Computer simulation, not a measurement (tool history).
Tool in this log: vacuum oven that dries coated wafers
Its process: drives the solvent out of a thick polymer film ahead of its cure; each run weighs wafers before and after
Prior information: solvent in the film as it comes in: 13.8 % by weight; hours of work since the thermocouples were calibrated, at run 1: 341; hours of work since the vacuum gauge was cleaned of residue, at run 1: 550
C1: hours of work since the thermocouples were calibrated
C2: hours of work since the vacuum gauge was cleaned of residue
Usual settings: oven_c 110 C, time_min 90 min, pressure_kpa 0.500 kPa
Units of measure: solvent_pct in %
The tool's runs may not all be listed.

Run 1, hour 0.0: usual settings; C1 341; C2 550. Result: solvent_pct 1.66 %.
Run 2, hour 35.5: usual settings; C1 356; C2 564. Result: solvent_pct 1.56 %.
Run 3, hour 85.9: usual settings; C1 376; C2 585. Result: solvent_pct 1.57 %.
Run 4, hour 138.0: usual settings but oven_c 113 C; C1 398; C2 606. Result: solvent_pct 1.21 %.
Run 5, hour 163.3: usual settings but time_min 45 min; C1 408; C2 617. Result: solvent_pct 3.65 %.
Run 6, hour 189.7: usual settings but time_min 45 min; C1 419; C2 628. Result: solvent_pct 3.62 %.
Run 7, hour 232.5: usual settings but time_min 45 min; C1 437; C2 645. Result: solvent_pct 3.82 %.
Run 8, hour 272.4: usual settings but time_min 45 min; C1 453; C2 662. Result: solvent_pct 3.90 %.
Run 9, hour 304.0: usual settings; C1 466; C2 675. Result: solvent_pct 1.68 %.
Run 10, hour 342.6: usual settings but oven_c 113 C; C1 482; C2 690. Result: solvent_pct 1.25 %.
Run 11, hour 368.3: usual settings but oven_c 113 C; C1 492; C2 701. Result: solvent_pct 1.29 %.
Run 12, hour 403.6: usual settings but oven_c 113 C; C1 507; C2 715. Result: solvent_pct 1.30 %.
Run 13, hour 446.8: usual settings but oven_c 113 C, time_min 46 min; C1 524; C2 733. Result: solvent_pct 2.96 %.
Run 14, hour 487.4: usual settings but oven_c 113 C, time_min 46 min; C1 541; C2 750. Result: solvent_pct 2.95 %.
Run 15, hour 539.9: usual settings but pressure_kpa 1.863 kPa; C1 563; C2 771. Result: solvent_pct 3.18 %.
Run 16, hour 578.3: usual settings but pressure_kpa 1.863 kPa; C1 578; C2 787. Result: solvent_pct 3.03 %.
Run 17, hour 611.4: usual settings but pressure_kpa 1.863 kPa; C1 592; C2 801. Result: solvent_pct 3.06 %.
Run 18, hour 658.5: usual settings but oven_c 119 C, pressure_kpa 1.863 kPa; C1 611; C2 820. Result: solvent_pct 1.77 %.
Run 19, hour 695.2: usual settings but oven_c 119 C, pressure_kpa 1.863 kPa; C1 626; C2 835. Result: solvent_pct 1.89 %.
Run 20, hour 744.7: usual settings but oven_c 119 C, pressure_kpa 1.863 kPa; C1 647; C2 855. Result: solvent_pct 1.93 %.
Run 21, hour 793.2: usual settings but time_min 75 min; C1 667; C2 875. Result: solvent_pct 2.09 %.
Run 22, hour 823.7: usual settings but time_min 75 min; C1 679; C2 888. Result: solvent_pct 2.19 %.
Run 23, hour 851.3: usual settings but time_min 75 min; C1 690; C2 899. Result: solvent_pct 2.19 %.
Run 24, hour 892.6: usual settings but oven_c 97 C, time_min 150 min, pressure_kpa 0.416 kPa; C1 707; C2 916. Result: solvent_pct 2.85 %.
Run 25, hour 918.7: usual settings but oven_c 97 C, time_min 150 min, pressure_kpa 0.416 kPa; C1 718; C2 927. Result: solvent_pct 2.87 %.
Run 26, hour 960.4: usual settings but oven_c 113 C, time_min 150 min, pressure_kpa 0.605 kPa; C1 735; C2 944. Result: solvent_pct 1.06 %.
Run 27, hour 1013.3: usual settings but oven_c 123 C, time_min 131 min, pressure_kpa 1.260 kPa; C1 757; C2 965. Result: solvent_pct 1.11 %.
Run 28, hour 1063.3: usual settings but oven_c 119 C, time_min 50 min, pressure_kpa 0.296 kPa; C1 777; C2 986. Result: solvent_pct 1.48 %.
Run 29, hour 1104.6: usual settings but oven_c 107 C, time_min 50 min, pressure_kpa 0.566 kPa; C1 794; C2 1003. Result: solvent_pct 4.38 %.
Run 30, hour 1147.0: usual settings but oven_c 114 C, time_min 84 min, pressure_kpa 0.928 kPa; C1 812; C2 1020. Result: solvent_pct 1.70 %.
Run 31, hour 1181.6: usual settings but oven_c 99 C, pressure_kpa 1.182 kPa; C1 826; C2 1034. Result: solvent_pct 5.07 %.
At hour 1204.3: oven's thermocouples calibrated.
Run 32, hour 1230.3: usual settings but pressure_kpa 1.227 kPa; C1 11; C2 1054. Result: solvent_pct 2.53 %.
Run 33, hour 1263.6: usual settings but oven_c 118 C, pressure_kpa 0.437 kPa; C1 24; C2 1067. Result: solvent_pct 0.87 %.
Run 34, hour 1298.1: usual settings but oven_c 111 C, pressure_kpa 1.728 kPa; C1 38; C2 1081. Result: solvent_pct 2.88 %.
Run 35, hour 1341.7: usual settings but oven_c 111 C, pressure_kpa 1.728 kPa; C1 56; C2 1099. Result: solvent_pct 2.87 %.
Run 36, hour 1391.7: usual settings but oven_c 111 C, pressure_kpa 1.728 kPa; C1 77; C2 1120. Result: solvent_pct 2.91 %.
Run 37, hour 1423.8: usual settings but oven_c 111 C, pressure_kpa 1.728 kPa; C1 90; C2 1133. Result: solvent_pct 2.90 %.
Run 38, hour 1476.2: usual settings but oven_c 111 C, pressure_kpa 1.728 kPa; C1 111; C2 1154. Result: solvent_pct 2.86 %.
Run 39, hour 1508.8: usual settings but oven_c 111 C, pressure_kpa 1.728 kPa; C1 125; C2 1168. Result: solvent_pct 2.85 %.
Run 40, hour 1544.2: usual settings but oven_c 105 C, time_min 95 min, pressure_kpa 0.658 kPa; C1 139; C2 1182. Result: solvent_pct 2.86 %.
Run 41, hour 1593.7: usual settings but oven_c 102 C, time_min 111 min, pressure_kpa 0.843 kPa; C1 160; C2 1203. Result: solvent_pct 3.26 %.
Run 42, hour 1635.4: usual settings but oven_c 102 C, time_min 111 min, pressure_kpa 0.843 kPa; C1 177; C2 1220. Result: solvent_pct 3.28 %.
Run 43, hour 1660.6: usual settings but oven_c 102 C, time_min 111 min, pressure_kpa 0.843 kPa; C1 187; C2 1230. Result: solvent_pct 3.37 %.
Run 44, hour 1696.2: usual settings but oven_c 111 C, time_min 67 min, pressure_kpa 1.327 kPa; C1 202; C2 1245. Result: solvent_pct 3.27 %.
Run 45, hour 1740.4: usual settings but oven_c 111 C, time_min 67 min, pressure_kpa 1.327 kPa; C1 220; C2 1263. Result: solvent_pct 3.16 %.
Run 46, hour 1775.8: usual settings but oven_c 109 C, pressure_kpa 0.672 kPa; C1 234; C2 1277. Result: solvent_pct 2.16 %.

What if the next run were any one of these 5? Each begins from the tool's condition after run 46:
Run A, hour 1811.9: usual settings but pressure_kpa 0.456 kPa; C1 249; C2 1292. Result: solvent_pct ?.
Run B, hour 1811.9: usual settings but pressure_kpa 1.037 kPa; C1 249; C2 1292. Result: solvent_pct ?.
Run C, hour 1811.9: usual settings but oven_c 117 C, time_min 131 min, pressure_kpa 0.472 kPa; C1 249; C2 1292. Result: solvent_pct ?.
Run D, hour 1811.9: usual settings but oven_c 115 C, time_min 105 min, pressure_kpa 1.596 kPa; C1 249; C2 1292. Result: solvent_pct ?.
Run E, hour 1811.9: usual settings but oven_c 121 C; C1 249; C2 1292. Result: solvent_pct ?.

run  solvent_pct
  A         1.90
  B         2.54
  C         0.83
  D         2.14
  E         0.81
Had the tool no hidden state, the same runs would have come out as:
run  solvent_pct
  A         1.35
  B         1.99
  C         0.42
  D         1.67
  E         0.44
